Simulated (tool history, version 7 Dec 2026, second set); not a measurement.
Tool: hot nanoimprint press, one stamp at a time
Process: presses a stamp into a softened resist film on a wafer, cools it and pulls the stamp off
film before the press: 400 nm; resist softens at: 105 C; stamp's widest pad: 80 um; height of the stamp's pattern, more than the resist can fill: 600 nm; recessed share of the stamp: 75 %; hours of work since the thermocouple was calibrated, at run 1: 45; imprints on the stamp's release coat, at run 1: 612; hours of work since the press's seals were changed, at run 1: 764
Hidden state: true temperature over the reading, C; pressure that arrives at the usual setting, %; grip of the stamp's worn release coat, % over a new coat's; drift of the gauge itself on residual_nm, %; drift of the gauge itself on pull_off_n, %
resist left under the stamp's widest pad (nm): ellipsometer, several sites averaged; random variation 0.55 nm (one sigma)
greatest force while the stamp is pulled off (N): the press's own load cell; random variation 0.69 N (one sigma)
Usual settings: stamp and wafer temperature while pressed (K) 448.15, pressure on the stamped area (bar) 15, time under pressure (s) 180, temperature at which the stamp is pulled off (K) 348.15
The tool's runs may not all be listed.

run	hour	stamp and wafer temperature while pressed (K)	pressure on the stamped area (bar)	time under pressure (s)	temperature at which the stamp is pulled off (K)	hours of work since the thermocouple was calibrated	imprints on the stamp's release coat	hours of work since the press's seals were changed	resist left under the stamp's widest pad (nm)	greatest force while the stamp is pulled off (N)
1	0	448.15	15	180	348.15	45	612	764	211.8	118.7
2	30	448.15	15	180	348.15	66	738	785	212.3	119.3
# hour 50.8: press's hydraulic seals changed and the load cell set to zero
3	54.6	448.15	15	180	348.15	78	807	3	211.3	118.9
4	67.9	448.15	15	180	348.15	87	863	12	211.4	119.4
5	89.3	448.15	9	180	348.15	102	953	27	254.9	119.1
6	103.7	448.15	9	180	348.15	112	1013	37	253.6	119.3
7	119.7	448.15	9	180	348.15	123	1080	48	254.1	118.9
8	133.7	448.15	9	180	348.15	133	1139	58	253.5	119.1
# hour 141.7: stamp cleaned and given a new release coat
9	161.1	448.15	9	180	348.15	148	81	73	253.7	119.8
10	192.1	448.15	9	180	348.15	170	211	95	254.1	119.3
11	211.3	448.15	9	180	348.15	183	292	108	252.9	118.4
12	226.6	448.15	15	180	348.15	194	356	119	210.5	119.3
13	258.2	448.15	15	180	348.15	216	488	141	210.2	119.9
14	276.9	448.15	15	90	348.15	229	567	154	260.9	119.1
15	308.9	448.15	15	180	348.15	252	701	177	209.7	119.4
16	325.6	448.15	15	180	348.15	263	770	188	210.4	118.6
17	344.6	448.15	15	180	348.15	277	850	202	210.2	119.3
# hour 361.3: plate thermocouple calibrated
18	371.9	445.15	16.2	140	346.15	7	952	219	242.2	122.3
19	404.3	459.15	11.9	93	333.15	30	1088	241	209.7	131.4
# hour 424: stamp cleaned and given a new release coat
20	438.8	457.15	15.4	93	333.15	50	62	261	199.8	131.7
21	455.7	457.15	15.4	93	333.15	62	133	273	199.5	131.9
22	481.6	454.15	15	180	353.15	80	241	291	172.8	115.4
23	497.1	454.15	15	180	353.15	91	306	302	171.5	115.7
24	526.3	454.15	15	180	353.15	111	429	323	172.6	115.8
25	554.1	451.15	15	180	352.15	131	545	342	189.6	116.7
26	583.1	459.15	15	127	348.15	151	667	363	168.2	118.8
27	611.3	459.15	15	127	348.15	171	785	382	168.6	118.3
28	638	448.15	14.1	180	335.15	190	897	401	213.5	129.4
29	657.3	448.15	14.1	180	335.15	203	978	415	212.5	128.6

Forecast each of these 4 alternatives for the next run:
# hour 662.8: gauge calibrated
A	685.9	448.15	19.9	180	348.15	223	1097	435	?	?
# hour 662.8: gauge calibrated
B	685.9	448.15	21.2	180	340.15	223	1097	435	?	?
# hour 662.8: gauge calibrated
C	685.9	448.15	10.6	176	337.15	223	1097	435	?	?
# hour 662.8: gauge calibrated
D	685.9	448.15	21.6	332	345.15	223	1097	435	?	?

run	resist left under the stamp's widest pad (nm)	greatest force while the stamp is pulled off (N)
A	188	119.2
B	183.9	126.4
C	242.4	127.3
D	142.9	122.1
Without the tool's hidden state the same runs would have given:
run	resist left under the stamp's widest pad (nm)	greatest force while the stamp is pulled off (N)
A	187.9	118.8
B	183.8	126
C	242.4	126.9
D	142.8	121.7
